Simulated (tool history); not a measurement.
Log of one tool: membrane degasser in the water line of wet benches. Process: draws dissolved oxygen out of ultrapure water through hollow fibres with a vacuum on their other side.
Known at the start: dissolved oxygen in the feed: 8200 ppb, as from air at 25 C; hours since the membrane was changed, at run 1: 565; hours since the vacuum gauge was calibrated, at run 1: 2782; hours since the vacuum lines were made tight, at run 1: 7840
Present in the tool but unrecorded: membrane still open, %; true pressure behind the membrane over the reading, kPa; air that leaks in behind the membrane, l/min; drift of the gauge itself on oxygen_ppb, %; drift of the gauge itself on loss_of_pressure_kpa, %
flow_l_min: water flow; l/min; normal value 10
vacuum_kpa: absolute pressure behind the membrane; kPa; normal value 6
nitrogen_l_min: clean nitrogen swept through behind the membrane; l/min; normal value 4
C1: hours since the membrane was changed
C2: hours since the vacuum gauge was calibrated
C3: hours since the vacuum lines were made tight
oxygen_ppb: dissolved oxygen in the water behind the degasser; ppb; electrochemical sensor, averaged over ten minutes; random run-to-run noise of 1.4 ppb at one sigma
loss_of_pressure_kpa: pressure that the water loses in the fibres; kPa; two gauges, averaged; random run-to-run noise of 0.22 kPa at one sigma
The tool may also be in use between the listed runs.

run 1 day=0 | flow_l_min=10 vacuum_kpa=6 nitrogen_l_min=4 | C1=565 C2=2782 C3=7840 | oxygen_ppb=136.3 loss_of_pressure_kpa=53.28
run 2 day=1.825 | flow_l_min=10 vacuum_kpa=6 nitrogen_l_min=1.73 | C1=609 C2=2826 C3=7884 | oxygen_ppb=158.2 loss_of_pressure_kpa=53.54
run 3 day=2.942 | flow_l_min=10 vacuum_kpa=6 nitrogen_l_min=4 | C1=635 C2=2853 C3=7911 | oxygen_ppb=134.5 loss_of_pressure_kpa=53.44
run 4 day=4.183 | flow_l_min=15 vacuum_kpa=6 nitrogen_l_min=4 | C1=665 C2=2882 C3=7940 | oxygen_ppb=331.3 loss_of_pressure_kpa=80.33
run 5 day=5.862 | flow_l_min=15 vacuum_kpa=6 nitrogen_l_min=4 | C1=705 C2=2923 C3=7981 | oxygen_ppb=327.5 loss_of_pressure_kpa=80.31
run 6 day=7.067 | flow_l_min=10 vacuum_kpa=6 nitrogen_l_min=4 | C1=734 C2=2952 C3=8010 | oxygen_ppb=135.6 loss_of_pressure_kpa=53.67
run 7 day=8.346 | flow_l_min=10 vacuum_kpa=6 nitrogen_l_min=4 | C1=765 C2=2982 C3=8040 | oxygen_ppb=137.7 loss_of_pressure_kpa=53.54
run 8 day=10.138 | flow_l_min=10 vacuum_kpa=6 nitrogen_l_min=4 | C1=808 C2=3025 C3=8083 | oxygen_ppb=137.1 loss_of_pressure_kpa=53.37
run 9 day=12.154 | flow_l_min=10 vacuum_kpa=6 nitrogen_l_min=4 | C1=856 C2=3074 C3=8132 | oxygen_ppb=137.1 loss_of_pressure_kpa=53.64
run 10 day=13.638 | flow_l_min=10 vacuum_kpa=6 nitrogen_l_min=4 | C1=892 C2=3109 C3=8167 | oxygen_ppb=133.6 loss_of_pressure_kpa=53.69
run 11 day=15.279 | flow_l_min=6 vacuum_kpa=6.05 nitrogen_l_min=6.15 | C1=931 C2=3149 C3=8207 | oxygen_ppb=32.2 loss_of_pressure_kpa=32.65
run 12 day=16.171 | flow_l_min=10 vacuum_kpa=4.43 nitrogen_l_min=1.79 | C1=953 C2=3170 C3=8228 | oxygen_ppb=135.7 loss_of_pressure_kpa=53.76
run 13 day=17.638 | flow_l_min=7 vacuum_kpa=6.73 nitrogen_l_min=4 | C1=988 C2=3205 C3=8263 | oxygen_ppb=57.8 loss_of_pressure_kpa=37.7
run 14 day=19.188 | flow_l_min=7 vacuum_kpa=6.73 nitrogen_l_min=4 | C1=1025 C2=3242 C3=8300 | oxygen_ppb=57 loss_of_pressure_kpa=37.76
run 15 day=20.5 | flow_l_min=10 vacuum_kpa=5.99 nitrogen_l_min=4.52 | C1=1057 C2=3274 C3=8332 | oxygen_ppb=133.7 loss_of_pressure_kpa=54.14
run 16 day=22.504 | flow_l_min=10 vacuum_kpa=12.2 nitrogen_l_min=4.24 | C1=1105 C2=3322 C3=8380 | oxygen_ppb=169.7 loss_of_pressure_kpa=53.86
run 17 day=24.483 | flow_l_min=15 vacuum_kpa=5.8 nitrogen_l_min=11.7 | C1=1152 C2=3370 C3=8428 | oxygen_ppb=310.4 loss_of_pressure_kpa=81.37

Pick out some run-to-run changes in loss_of_pressure_kpa. Of each, how much would a tool without hidden state show as well, from the settings, what came in and chance, and how much is left for the hidden state and any gauge scatter not in both results compared?
Run 16 -> 17: flow_l_min 10 -> 15, vacuum_kpa 12.2 -> 5.8, nitrogen_l_min 4.24 -> 11.7. loss_of_pressure_kpa +27.51 kPa: hidden state +0.46, all else +27.05.
